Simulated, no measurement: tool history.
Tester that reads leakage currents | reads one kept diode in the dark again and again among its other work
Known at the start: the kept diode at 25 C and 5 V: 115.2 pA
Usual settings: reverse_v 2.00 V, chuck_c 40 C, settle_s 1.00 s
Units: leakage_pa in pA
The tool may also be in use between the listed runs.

| run | hour | reverse_v | chuck_c | settle_s | leakage_pa |
|---|---|---|---|---|---|
| 1 | 0.0 | 2.00 | 40 | 1.00 | 250.46 |
| 2 | 45.3 | 1.14 | 40 | 1.00 | 182.36 |
| 3 | 87.8 | 1.14 | 40 | 1.00 | 181.66 |
| 4 | 133.0 | 1.14 | 40 | 1.00 | 182.51 |
| 5 | 176.4 | 1.14 | 40 | 1.00 | 183.23 |
| 6 | 203.6 | 1.14 | 40 | 1.00 | 184.10 |
| 7 | 245.6 | 1.14 | 40 | 0.41 | 185.28 |
| 8 | 295.6 | 2.00 | 40 | 1.00 | 256.95 |
| 9 | 343.0 | 2.00 | 40 | 1.00 | 258.34 |
| 10 | 373.5 | 2.00 | 40 | 1.00 | 258.65 |
| 11 | 399.4 | 2.00 | 40 | 1.00 | 259.51 |
| 12 | 429.1 | 2.00 | 40 | 1.00 | 260.23 |
| 13 | 475.0 | 2.00 | 53 | 1.00 | 659.72 |
|  | 481.7 | chuck's temperature calibrated |
| 14 | 526.2 | 2.00 | 52 | 1.00 | 643.04 |
| 15 | 572.3 | 5.23 | 44 | 3.02 | 637.93 |
| 16 | 612.6 | 2.69 | 33 | 0.33 | 194.52 |
| 17 | 634.8 | 2.69 | 33 | 0.33 | 196.15 |
| 18 | 675.0 | 2.00 | 58 | 6.72 | 973.35 |
|  | 707.4 | chuck's temperature calibrated, once more |
| 19 | 724.1 | 2.00 | 37 | 6.72 | 178.80 |
| 20 | 770.7 | 2.00 | 37 | 6.72 | 179.66 |
| 21 | 807.0 | 10.49 | 27 | 2.27 | 222.69 |
| 22 | 837.6 | 10.49 | 27 | 2.10 | 222.06 |
| 23 | 872.2 | 2.00 | 22 | 0.33 | 57.75 |
| 24 | 925.4 | 2.00 | 23 | 0.98 | 61.03 |
| 25 | 958.8 | 8.71 | 35 | 0.87 | 371.73 |
| 26 | 1000.9 | 13.05 | 32 | 1.45 | 379.47 |
| 27 | 1033.3 | 13.05 | 32 | 1.45 | 382.49 |

3 ways to go on from here, each from the tool as it stands after run 27. What would each give?
| A | 1062.2 | 3.01 | 27 | 0.47 | ? |
| B | 1062.2 | 12.45 | 32 | 0.41 | ? |
| C | 1062.2 | 5.94 | 41 | 7.21 | ? |

| run | leakage_pa |
|---|---|
| A | 109.58 |
| B | 379.07 |
| C | 466.13 |
Without the tool's hidden state the same runs would have given:
| run | leakage_pa |
|---|---|
| A | 103.57 |
| B | 355.86 |
| C | 450.51 |

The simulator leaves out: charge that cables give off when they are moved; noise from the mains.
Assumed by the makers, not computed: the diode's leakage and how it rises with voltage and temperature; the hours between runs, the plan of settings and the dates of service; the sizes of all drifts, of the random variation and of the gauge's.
